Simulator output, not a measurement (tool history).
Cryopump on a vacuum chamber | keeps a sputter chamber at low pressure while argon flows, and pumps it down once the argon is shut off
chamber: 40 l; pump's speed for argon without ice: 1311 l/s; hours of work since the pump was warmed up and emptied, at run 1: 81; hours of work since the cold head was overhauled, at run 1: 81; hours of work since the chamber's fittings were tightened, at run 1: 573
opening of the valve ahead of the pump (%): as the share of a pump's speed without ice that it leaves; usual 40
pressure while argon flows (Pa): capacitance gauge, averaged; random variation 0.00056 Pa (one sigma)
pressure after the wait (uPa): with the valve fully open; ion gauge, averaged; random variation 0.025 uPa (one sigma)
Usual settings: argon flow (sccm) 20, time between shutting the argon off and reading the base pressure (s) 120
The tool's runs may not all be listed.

run   hour  argon flow (sccm)  time between shutting the argon off and reading the base pressure (s)  opening of the valve ahead of the pump (%)  hours of work since the pump was warmed up and emptied  hours of work since the cold head was overhauled  hours of work since the chamber's fittings were tightened  pressure while argon flows (Pa)  pressure after the wait (uPa)
  1      0                 20                                                                    120                                          40                                                      81                                                81                                                        573                           0.0653                           1.65
  2   22.9                 20                                                                    120                                          47                                                      95                                                95                                                        587                           0.0553                           1.68
  3   40.6                 20                                                                    120                                          47                                                     106                                               106                                                        598                           0.0566                           1.65
  4   51.4                 20                                                                     96                                          47                                                     113                                               113                                                        605                           0.0559                           1.94
  5   65.6                 20                                                                     96                                          47                                                     121                                               121                                                        614                           0.0558                           1.88
  6   81.6                 29                                                                     96                                          47                                                     131                                               131                                                        623                           0.0814                           1.97
  7  101.9                 29                                                                     96                                          47                                                     144                                               144                                                        636                           0.0811                           1.97
  8  124.2                 20                                                                    120                                          16                                                     157                                               157                                                        650                           0.1643                           1.75
  9    146                 20                                                                    120                                          16                                                     171                                               171                                                        663                           0.1626                           1.87
 10  162.2                 20                                                                    120                                          48                                                     181                                               181                                                        673                           0.0545                           1.81
 11  179.2                 10                                                                    120                                          48                                                     191                                               191                                                        683                            0.027                            1.8
 12  192.8                 10                                                                    297                                          48                                                     200                                               200                                                        692                           0.0272                           1.39
 13  203.6                 10                                                                    297                                          48                                                     206                                               206                                                        699                           0.0283                           1.35
 14  216.7                  9                                                                    297                                          48                                                     214                                               214                                                        707                           0.0242                           1.43
 15  233.7                 20                                                                    120                                          56                                                     225                                               225                                                        717                           0.0485                           1.91
 16  248.4                 20                                                                     33                                          40                                                     234                                               234                                                        726                           0.0672                           4.07
 17  263.3                 20                                                                     33                                          40                                                     243                                               243                                                        735                           0.0659                           3.92
 18  281.6                  9                                                                    241                                          40                                                     254                                               254                                                        747                           0.0299                           1.53
 19  302.8                 19                                                                     39                                          47                                                     267                                               267                                                        760                           0.0544                           3.58
 20  321.5                 19                                                                     39                                          47                                                     279                                               279                                                        771                           0.0548                            3.6
 21  339.9                 19                                                                     39                                          47                                                     290                                               290                                                        783                           0.0545                           3.69
 22  359.7                 20                                                                    120                                          27                                                     303                                               303                                                        795                           0.0981                           2.03
 23  382.2                 10                                                                    120                                          27                                                     316                                               316                                                        809                           0.0489                           2.01
 24  396.7                 11                                                                     20                                          48                                                     325                                               325                                                        818                           0.0314                           6.13
 25  412.9                 11                                                                     20                                          48                                                     335                                               335                                                        827                           0.0317                           6.07
 26    429                  9                                                                    292                                          40                                                     345                                               345                                                        837                           0.0304                           1.61
 27  442.9                 20                                                                    120                                          24                                                     354                                               354                                                        846                           0.1104                           2.02
 28  459.6                 10                                                                    120                                          20                                                     364                                               364                                                        856                           0.0672                           2.15
 29    473                 10                                                                    120                                          20                                                     372                                               372                                                        865                           0.0672                           2.09
 30  493.6                 10                                                                     40                                          26                                                     385                                               385                                                        877                           0.0516                           3.78
 31  504.8                 10                                                                     40                                          26                                                     392                                               392                                                        884                           0.0514                           3.76
 32    516                 33                                                                     94                                          39                                                     399                                               399                                                        891                           0.1153                           2.35
 33  536.1                 33                                                                     94                                          26                                                     411                                               411                                                        903                           0.1706                           2.36

Some steps in pressure while argon flows (Pa) between neighbouring runs. How much of each would the tool show without its hidden state too (settings, what came in, random variation), and how much is left for the hidden state, with any gauge scatter that isn't in both results?
The hidden state here: pump's speed, % of a pump's without ice; cold plate's temperature, K; leak into the chamber, uPa l/s; drift of the gauge itself on working_pa, %; drift of the gauge itself on base_upa, %.
Run 7 -> 8: argon flow (sccm) 29 -> 20, time between shutting the argon off and reading the base pressure (s) 96 -> 120, opening of the valve ahead of the pump (%) 47 -> 16. pressure while argon flows (Pa) +0.0832: hidden state -0.0004, all else +0.0836.
Run 9 -> 10: opening of the valve ahead of the pump (%) 16 -> 48. pressure while argon flows (Pa) -0.1081: hidden state +0.0001, all else -0.1082.
Run 26 -> 27: argon flow (sccm) 9 -> 20, time between shutting the argon off and reading the base pressure (s) 292 -> 120, opening of the valve ahead of the pump (%) 40 -> 24. pressure while argon flows (Pa) +0.08: hidden state +0.0019, all else +0.0781.
Run 27 -> 28: argon flow (sccm) 20 -> 10, opening of the valve ahead of the pump (%) 24 -> 20. pressure while argon flows (Pa) -0.0432: hidden state -0.0016, all else -0.0416.
Run 31 -> 32: argon flow (sccm) 10 -> 33, time between shutting the argon off and reading the base pressure (s) 40 -> 94, opening of the valve ahead of the pump (%) 26 -> 39. pressure while argon flows (Pa) +0.0639: hidden state +0.0044, all else +0.0595.
